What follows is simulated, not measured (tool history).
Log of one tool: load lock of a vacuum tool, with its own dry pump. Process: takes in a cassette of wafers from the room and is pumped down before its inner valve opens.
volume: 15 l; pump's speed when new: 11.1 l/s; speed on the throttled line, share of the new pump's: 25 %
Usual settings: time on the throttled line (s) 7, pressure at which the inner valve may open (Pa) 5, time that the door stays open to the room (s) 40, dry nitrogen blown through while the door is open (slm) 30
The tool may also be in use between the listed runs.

| run | hour | time on the throttled line (s) | pressure at which the inner valve may open (Pa) | time that the door stays open to the room (s) | dry nitrogen blown through while the door is open (slm) | incoming humidity of the room's air, % | time from the closed door until the inner valve may open (s) | rise of the pressure with all valves shut (Pa/min) |
|---|---|---|---|---|---|---|---|---|
| 1 | 0.0 | 7 | 5 | 40 | 30 | 45.3 | 18.8 | 0.044 |
| 2 | 559.5 | 7 | 5 | 40 | 30 | 45.4 | 18.2 | 0.051 |
| 3 | 948.7 | 7 | 5 | 40 | 30 | 42.4 | 18.7 | 0.044 |
| 4 | 1503.4 | 7 | 5 | 40 | 30 | 43.2 | 18.7 | 0.043 |
| 5 | 2005.8 | 7 | 5 | 40 | 30 | 44.0 | 18.8 | 0.043 |
| 6 | 2327.2 | 7 | 5 | 40 | 30 | 43.2 | 19.3 | 0.044 |
| 7 | 2745.4 | 4 | 5 | 40 | 30 | 44.2 | 16.4 | 0.042 |
| 8 | 3056.0 | 7 | 5 | 40 | 18 | 45.3 | 19.0 | 0.057 |
| 9 | 3423.7 | 7 | 5 | 40 | 18 | 43.2 | 18.7 | 0.062 |
| 10 | 3865.5 | 7 | 5 | 40 | 18 | 45.8 | 19.1 | 0.059 |
| 11 | 4408.0 | 4 | 5 | 40 | 30 | 46.4 | 16.2 | 0.056 |
| 12 | 4819.4 | 4 | 5 | 40 | 30 | 44.8 | 16.8 | 0.046 |
| 13 | 5147.7 | 4 | 5 | 40 | 15 | 46.7 | 16.0 | 0.066 |
| 14 | 5632.7 | 4 | 5 | 40 | 15 | 45.6 | 15.9 | 0.067 |
| 15 | 6020.9 | 7 | 5 | 40 | 30 | 44.2 | 18.8 | 0.042 |
| 16 | 6341.6 | 7 | 5 | 64 | 30 | 44.0 | 18.8 | 0.050 |
| 17 | 6884.3 | 7 | 5 | 64 | 30 | 45.8 | 18.9 | 0.047 |
| 18 | 7372.4 | 7 | 5 | 64 | 30 | 47.1 | 19.2 | 0.059 |
| 19 | 7921.4 | 11 | 6 | 26 | 11 | 44.7 | 21.7 | 0.060 |
| 20 | 8519.4 | 4 | 5 | 66 | 11 | 43.6 | 16.3 | 0.083 |
| 21 | 8959.4 | 9 | 5 | 40 | 34 | 43.7 | 20.8 | 0.046 |
| 22 | 9385.8 | 9 | 5 | 40 | 34 | 44.0 | 20.4 | 0.043 |
| 23 | 9752.1 | 8 | 5 | 78 | 30 | 45.0 | 19.9 | 0.061 |
| 24 | 10168.2 | 12 | 5 | 166 | 5 | 43.5 | 22.4 | 0.142 |
| 25 | 10499.6 | 12 | 5 | 166 | 5 | 45.9 | 22.5 | 0.152 |
| 26 | 10899.7 | 7 | 5 | 87 | 9 | 46.8 | 18.6 | 0.102 |
| 27 | 11494.0 | 5 | 6 | 40 | 6 | 44.6 | 16.7 | 0.082 |
| 28 | 11967.0 | 5 | 9 | 187 | 13 | 47.3 | 16.7 | 0.122 |
| 29 | 12236.9 | 5 | 9 | 187 | 13 | 47.6 | 16.5 | 0.127 |
| 30 | 12604.4 | 14 | 9 | 30 | 39 | 44.9 | 23.4 | 0.032 |
| 31 | 12974.7 | 14 | 9 | 30 | 39 | 46.0 | 23.1 | 0.035 |
| 32 | 13624.4 | 14 | 6 | 130 | 14 | 43.9 | 24.2 | 0.092 |
| 33 | 14149.3 | 14 | 6 | 130 | 14 | 41.5 | 23.8 | 0.095 |
| 34 | 14443.7 | 7 | 10 | 207 | 30 | 47.0 | 17.5 | 0.085 |
| 35 | 15051.5 | 10 | 6 | 40 | 4 | 43.1 | 20.4 | 0.081 |
| 36 | 15588.9 | 11 | 8 | 53 | 30 | 41.5 | 21.0 | 0.052 |

Not shown: 2 entries that the log had between the listed runs. Between which runs, and how does the tool's hidden state differ before and after?
Between runs 26 and 27: door's seal changed, seat wiped (hour 11049.0)
  leak at the door's seal, Pa l/s: 0.0024 -> 0.002
Between runs 32 and 33: dry pump taken out, an overhauled one fitted (hour 13702.2)
  pump's speed, % of a new pump's: 99.8 -> 100
